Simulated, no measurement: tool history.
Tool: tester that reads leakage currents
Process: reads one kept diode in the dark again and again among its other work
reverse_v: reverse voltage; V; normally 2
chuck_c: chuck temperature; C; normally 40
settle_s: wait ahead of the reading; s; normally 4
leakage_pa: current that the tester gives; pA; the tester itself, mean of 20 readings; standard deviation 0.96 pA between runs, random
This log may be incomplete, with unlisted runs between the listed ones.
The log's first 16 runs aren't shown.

| run | hour | reverse_v | chuck_c | settle_s | hours of work since the probe card was cleaned | hours of work since the tester was calibrated | hours of work since the chuck was calibrated | leakage_pa |
|---|---|---|---|---|---|---|---|---|
|  | 1825.4 | chuck's temperature calibrated |
| 17 | 1851.2 | 2.64 | 40 | 4 | 784 | 964 | 12 | 358.18 |
| 18 | 1957.4 | 2.64 | 40 | 4 | 833 | 1013 | 61 | 362.16 |
| 19 | 2103 | 2 | 40 | 4 | 900 | 1081 | 128 | 318.72 |
| 20 | 2204.5 | 2 | 40 | 4 | 947 | 1127 | 175 | 320.28 |
| 21 | 2307.3 | 2 | 40 | 4 | 995 | 1175 | 222 | 319.19 |
| 22 | 2387.3 | 4.37 | 31 | 1 | 1032 | 1212 | 259 | 204.83 |
| 23 | 2487.7 | 4.37 | 31 | 1 | 1078 | 1258 | 306 | 204.59 |
| 24 | 2629.5 | 4.37 | 31 | 1 | 1143 | 1324 | 371 | 205.06 |
| 25 | 2758 | 4.37 | 31 | 1 | 1203 | 1383 | 430 | 204.4 |
| 26 | 2908.6 | 2.94 | 26 | 0.75 | 1272 | 1452 | 500 | 110.3 |
| 27 | 3023.2 | 2.94 | 32 | 0.37 | 1325 | 1505 | 553 | 190.77 |
| 28 | 3115.5 | 2.94 | 29 | 0.81 | 1368 | 1548 | 596 | 145.06 |
| 29 | 3240.5 | 2 | 25 | 0.34 | 1425 | 1606 | 653 | 86.52 |
| 30 | 3310 | 3.28 | 25 | 2.98 | 1457 | 1638 | 685 | 104.89 |
| 31 | 3378.7 | 3.28 | 25 | 2.98 | 1489 | 1669 | 717 | 104.61 |
| 32 | 3520.9 | 6.26 | 25 | 7.82 | 1555 | 1735 | 783 | 137.59 |
| 33 | 3620.1 | 8.06 | 25 | 6.62 | 1601 | 1781 | 828 | 153.8 |
| 34 | 3737.1 | 8.06 | 25 | 6.62 | 1655 | 1835 | 882 | 154.12 |
| 35 | 3803.4 | 10.14 | 40 | 0.35 | 1685 | 1866 | 913 | 640.6 |
| 36 | 3909.2 | 10.14 | 40 | 0.35 | 1734 | 1914 | 962 | 639.98 |
|  | 3984.1 | probe card cleaned and baked |
| 37 | 4032.6 | 6.22 | 24 | 4 | 22 | 1970 | 1018 | 124.52 |
| 38 | 4130.1 | 2 | 40 | 3.24 | 67 | 2015 | 1063 | 319.83 |
| 39 | 4197.9 | 2 | 40 | 0.51 | 99 | 2046 | 1094 | 319.36 |
| 40 | 4299.2 | 7.92 | 54 | 2.77 | 145 | 2093 | 1141 | 1756.89 |

Predict each of these 4 candidate next runs independently; none follows another, all start after run 40:
| A | 4416.5 | 10.88 | 40 | 4 | 200 | 2147 | 1195 | ? |
| B | 4416.5 | 9.01 | 27 | 3.17 | 200 | 2147 | 1195 | ? |
| C | 4416.5 | 11.08 | 36 | 0.67 | 200 | 2147 | 1195 | ? |
| D | 4416.5 | 15.7 | 29 | 1.03 | 200 | 2147 | 1195 | ? |

| run | leakage_pa |
|---|---|
| A | 652.48 |
| B | 192.12 |
| C | 471.96 |
| D | 295.04 |
The same runs, with their run-to-run variation unchanged, on a tool lacking any hidden condition would have given:
| run | leakage_pa |
|---|---|
| A | 653.42 |
| B | 192.37 |
| C | 472.62 |
| D | 295.38 |
